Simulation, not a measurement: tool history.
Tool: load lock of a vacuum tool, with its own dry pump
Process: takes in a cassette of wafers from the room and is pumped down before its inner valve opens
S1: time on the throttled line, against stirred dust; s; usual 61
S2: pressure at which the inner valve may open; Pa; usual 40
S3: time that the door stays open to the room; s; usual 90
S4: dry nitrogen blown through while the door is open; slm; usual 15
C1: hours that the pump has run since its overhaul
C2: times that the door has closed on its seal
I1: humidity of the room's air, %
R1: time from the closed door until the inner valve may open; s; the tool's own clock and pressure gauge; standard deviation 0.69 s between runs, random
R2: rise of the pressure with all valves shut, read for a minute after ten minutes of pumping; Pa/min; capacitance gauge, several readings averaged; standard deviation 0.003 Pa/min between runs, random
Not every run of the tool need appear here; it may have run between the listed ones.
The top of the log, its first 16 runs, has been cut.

Run 17, hour 1522.3: usual settings; C1 4223; C2 7631; I1 46.0. Result: R1 106.1 s, R2 0.044 Pa/min.
Run 18, hour 1580.7: usual settings; C1 4281; C2 7724; I1 44.8. Result: R1 107.0 s, R2 0.043 Pa/min.
Run 19, hour 1641.4: usual settings; C1 4342; C2 7821; I1 42.2. Result: R1 106.4 s, R2 0.042 Pa/min.
Run 20, hour 1748.5: usual settings but S1 37 s, S2 28 Pa, S3 68 s; C1 4449; C2 7991; I1 45.9. Result: R1 92.0 s, R2 0.036 Pa/min.
Run 21, hour 1885.7: usual settings but S1 74 s, S2 28 Pa, S3 42 s; C1 4586; C2 8210; I1 45.4. Result: R1 119.0 s, R2 0.032 Pa/min.
Run 22, hour 1948.4: usual settings but S1 74 s, S2 28 Pa, S3 42 s; C1 4649; C2 8310; I1 47.9. Result: R1 120.0 s, R2 0.030 Pa/min.
Run 23, hour 2072.1: usual settings but S1 74 s, S2 28 Pa, S3 42 s; C1 4772; C2 8507; I1 47.0. Result: R1 118.6 s, R2 0.030 Pa/min.
Run 24, hour 2141.0: usual settings but S1 74 s, S2 28 Pa, S3 42 s; C1 4841; C2 8616; I1 45.9. Result: R1 119.0 s, R2 0.032 Pa/min.
Run 25, hour 2270.5: usual settings but S1 74 s, S2 28 Pa, S3 42 s; C1 4971; C2 8822; I1 46.4. Result: R1 120.2 s, R2 0.026 Pa/min.
Run 26, hour 2390.1: usual settings but S1 42 s, S2 35 Pa, S3 26 s, S4 13 slm; C1 5090; C2 9013; I1 43.8. Result: R1 94.7 s, R2 0.027 Pa/min.
Run 27, hour 2490.1: usual settings but S1 42 s, S2 35 Pa, S3 26 s, S4 13 slm; C1 5190; C2 9172; I1 44.6. Result: R1 93.6 s, R2 0.020 Pa/min.
Run 28, hour 2570.1: usual settings but S1 42 s, S2 35 Pa, S3 26 s, S4 13 slm; C1 5270; C2 9299; I1 45.1. Result: R1 93.9 s, R2 0.028 Pa/min.
Run 29, hour 2670.9: usual settings but S4 41 slm; C1 5371; C2 9460; I1 47.5. Result: R1 107.2 s, R2 0.036 Pa/min.
Run 30, hour 2763.6: usual settings but S2 58 Pa, S4 22 slm; C1 5464; C2 9608; I1 45.5. Result: R1 104.3 s, R2 0.042 Pa/min.
Run 31, hour 2850.1: usual settings but S2 58 Pa, S4 22 slm; C1 5550; C2 9745; I1 46.0. Result: R1 104.2 s, R2 0.038 Pa/min.
Run 32, hour 2979.7: usual settings but S1 98 s, S2 58 Pa, S3 79 s, S4 13 slm; C1 5680; C2 9952; I1 45.2. Result: R1 130.6 s, R2 0.042 Pa/min.
Run 33, hour 3109.5: usual settings but S1 98 s, S2 58 Pa, S3 79 s, S4 13 slm; C1 5810; C2 10158; I1 41.7. Result: R1 131.2 s, R2 0.043 Pa/min.
Run 34, hour 3201.9: usual settings but S1 98 s, S2 58 Pa, S3 79 s, S4 13 slm; C1 5902; C2 10305; I1 44.8. Result: R1 132.8 s, R2 0.048 Pa/min.
Run 35, hour 3269.0: usual settings but S3 61 s, S4 18 slm; C1 5969; C2 10412; I1 43.5. Result: R1 106.7 s, R2 0.035 Pa/min.
Run 36, hour 3368.2: usual settings but S3 61 s, S4 18 slm; C1 6068; C2 10570; I1 47.1. Result: R1 108.1 s, R2 0.042 Pa/min.
Run 37, hour 3455.7: usual settings but S2 38 Pa; C1 6156; C2 10710; I1 42.3. Result: R1 109.8 s, R2 0.041 Pa/min.

Forecast each of these 4 alternatives for the next run:
Run A, hour 3553.2: usual settings but S1 84 s, S2 38 Pa; C1 6253; C2 10865; I1 45.1. Result: R1 ?, R2 ?.
Run B, hour 3553.2: usual settings but S3 112 s, S4 25 slm; C1 6253; C2 10865; I1 45.3. Result: R1 ?, R2 ?.
Run C, hour 3553.2: usual settings but S1 118 s, S2 38 Pa, S3 30 s, S4 5 slm; C1 6253; C2 10865; I1 46.2. Result: R1 ?, R2 ?.
Run D, hour 3553.2: usual settings but S1 45 s, S4 11 slm; C1 6253; C2 10865; I1 43.9. Result: R1 ?, R2 ?.

run     R1     R2
  A  124.3  0.043
  B  107.2  0.043
  C  149.2  0.033
  D   96.1  0.046
With the hidden condition removed and each run's random variation left untouched, the same runs would have given:
run     R1     R2
  A  121.3  0.028
  B  103.7  0.028
  C  146.8  0.017
  D   92.3  0.031
